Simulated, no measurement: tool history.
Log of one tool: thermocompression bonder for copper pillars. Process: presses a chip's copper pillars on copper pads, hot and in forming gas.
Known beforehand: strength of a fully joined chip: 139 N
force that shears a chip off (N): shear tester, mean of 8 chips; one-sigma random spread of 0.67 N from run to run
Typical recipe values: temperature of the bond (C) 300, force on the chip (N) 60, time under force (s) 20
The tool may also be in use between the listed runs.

run   hour  temperature of the bond (C)  force on the chip (N)  time under force (s)  force that shears a chip off (N)
  1    0.0                          300                     60                    20                              83.0
  2    9.2                          300                     60                    20                              83.6
  3   16.0                          300                     60                    20                              82.2
  4   20.6                          300                     49                    20                              70.5
  5   26.4                          287                     49                    20                              61.1
  6   36.7                          287                     49                    20                              61.7
  7   44.5                          327                     60                    20                             100.0
  8   54.0                          300                     60                    58                             108.1
  9   62.9                          300                     60                    58                             108.6
 10   70.2                          300                     60                    58                             108.8
 11   77.1                          300                     45                    58                              89.3
 12   82.0                          300                     45                    58                              92.1
 13   90.5                          300                     45                    58                              91.4
 14   95.1                          300                     45                    58                              89.4
 15  103.5                          300                     60                    20                              82.6
 16  109.4                          300                     60                    20                              82.5
 17  118.6                          300                     60                    20                              83.4
 18  128.5                          300                     60                    20                              81.9
 19  133.2                          300                     60                    11                              68.0
 20  139.6                          300                     50                    11                              56.7
 21  144.0                          300                     60                    20                              82.1
 22  149.5                          300                     60                    20                              82.1
 23  155.9                          304                     60                    57                             110.4
     158.3  -- force cell calibrated
 24  165.9                          325                     66                    20                             103.4
 25  171.3                          300                     71                    56                             115.5
 26  181.5                          307                     38                    23                              61.7
     190.4  -- force cell calibrated, once more
 27  191.7                          307                     38                    23                              62.2
 28  196.8                          308                     60                    20                              87.9
 29  201.2                          308                     47                    36                              87.6
 30  208.5                          308                     47                    36                              87.0
 31  217.7                          308                     47                    36                              86.6
 32  223.0                          278                     39                    36                              55.5
     225.7  -- forming gas filter changed
 33  233.8                          278                     39                    36                              57.4
 34  238.6                          278                     39                    36                              56.9
 35  244.3                          278                     39                    36                              56.9
 36  254.2                          300                     86                    20                             107.7
 37  262.6                          305                     60                    22                              90.3
 38  272.1                          290                     67                    16                              78.9
 39  282.5                          283                     67                    32                              91.6
 40  288.5                          283                     67                    32                              92.5
 41  296.4                          283                     67                    32                              92.1

Predict each of these 3 candidate next runs independently; none follows another, all start after run 41:
  A  304.5                          283                     75                    23                                 ?
  B  304.5                          298                     39                    32                                 ?
  C  304.5                          283                     67                    45                                 ?

run  force that shears a chip off (N)
  A                              91.7
  B                              67.4
  C                             100.3
The same runs, with their run-to-run variation unchanged, on a tool lacking any hidden condition would have given:
run  force that shears a chip off (N)
  A                              93.9
  B                              69.3
  C                             102.4

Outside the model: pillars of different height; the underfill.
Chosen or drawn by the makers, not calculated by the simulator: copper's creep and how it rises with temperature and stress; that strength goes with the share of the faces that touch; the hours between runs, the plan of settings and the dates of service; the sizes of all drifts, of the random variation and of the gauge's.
